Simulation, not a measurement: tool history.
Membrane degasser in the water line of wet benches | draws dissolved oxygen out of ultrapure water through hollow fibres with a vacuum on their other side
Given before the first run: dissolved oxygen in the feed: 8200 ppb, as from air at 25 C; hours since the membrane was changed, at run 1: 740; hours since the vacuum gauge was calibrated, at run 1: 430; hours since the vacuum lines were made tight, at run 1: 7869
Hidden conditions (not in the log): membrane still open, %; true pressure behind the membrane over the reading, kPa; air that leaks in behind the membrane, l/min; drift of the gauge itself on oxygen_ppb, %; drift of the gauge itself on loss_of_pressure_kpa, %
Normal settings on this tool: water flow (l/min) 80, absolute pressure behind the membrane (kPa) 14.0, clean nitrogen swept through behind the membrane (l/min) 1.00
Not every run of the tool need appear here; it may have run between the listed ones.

run	hour	water flow (l/min)	absolute pressure behind the membrane (kPa)	clean nitrogen swept through behind the membrane (l/min)	hours since the membrane was changed	hours since the vacuum gauge was calibrated	hours since the vacuum lines were made tight	dissolved oxygen in the water behind the degasser (ppb)	pressure that the water loses in the fibres (kPa)
1	0.0	80	14.0	1.00	740	430	7869	1301.7	51.80
2	37.1	80	14.0	1.00	777	467	7906	1302.8	51.16
3	88.1	80	14.0	1.00	828	518	7957	1297.2	51.67
4	131.5	80	14.0	1.00	872	561	8001	1302.0	51.54
5	173.9	80	14.0	1.00	914	603	8043	1303.0	51.74
6	196.8	80	14.0	1.00	937	626	8066	1303.8	52.01
7	237.3	80	14.0	1.00	977	667	8106	1308.6	51.81
8	285.7	80	14.0	1.00	1026	715	8155	1305.9	51.88
9	314.0	80	14.0	1.00	1054	744	8183	1300.1	52.09
10	347.5	80	14.0	1.00	1088	777	8217	1310.3	52.12
11	396.7	80	14.0	0.76	1137	826	8266	1528.8	51.74
12	423.1	80	14.0	2.01	1163	853	8292	819.9	52.37
13	464.5	80	14.0	1.00	1205	894	8334	1301.2	51.75
14	487.4	80	14.0	1.00	1228	917	8356	1304.1	51.87
15	532.4	80	14.0	1.00	1273	962	8401	1301.5	52.18
16	560.1	80	14.0	1.00	1300	990	8429	1304.2	52.13
17	593.2	80	14.0	1.34	1333	1023	8462	1087.7	52.03
18	617.7	80	14.0	1.34	1358	1047	8487	1082.8	52.82
19	663.2	87	9.6	1.34	1403	1093	8532	725.9	56.71
20	713.4	87	9.6	1.34	1453	1143	8582	721.1	57.06
21	744.5	87	9.6	1.34	1485	1174	8614	725.3	57.42
22	787.4	54	10.3	1.29	1528	1217	8656	567.4	35.42
23	820.8	80	13.9	0.49	1561	1250	8690	1897.7	52.64
24	862.3	88	19.5	1.00	1602	1292	8731	1949.6	57.93
25	903.3	88	17.5	1.00	1643	1333	8772	1749.7	57.88
26	928.8	80	34.9	1.77	1669	1358	8798	2197.4	52.24
27	952.3	109	34.9	1.33	1692	1382	8821	3100.5	71.75
28	979.7	125	28.5	2.32	1720	1409	8849	2085.4	82.64
29	1017.9	125	28.5	2.32	1758	1447	8887	2097.0	82.18
30	1049.9	125	28.5	2.32	1790	1479	8919	2093.0	82.61
31	1088.7	91	26.2	1.00	1829	1518	8958	2594.5	60.13
# hour 1108.1: seals of the vacuum lines changed
# hour 1114.8: gauge calibrated
32	1128.4	91	26.4	2.98	1867	1556	20	1321.0	58.67
33	1171.7	91	23.6	0.97	1910	1599	64	2416.0	58.62

Entry by entry between the runs, the difference in hidden state between the last listed run before and the first listed run after:
In the gap between runs 31 and 32: seals of the vacuum lines changed (hour 1108.1); gauge calibrated (hour 1114.8)
  air that leaks in behind the membrane, l/min: 0.0025 -> 0.002; drift of the gauge itself on loss_of_pressure_kpa, %: 2.8 -> 0.03
  what was measured, less what the result would be without the hidden state, pressure that the water loses in the fibres (kPa): +1.65 -> +0.04
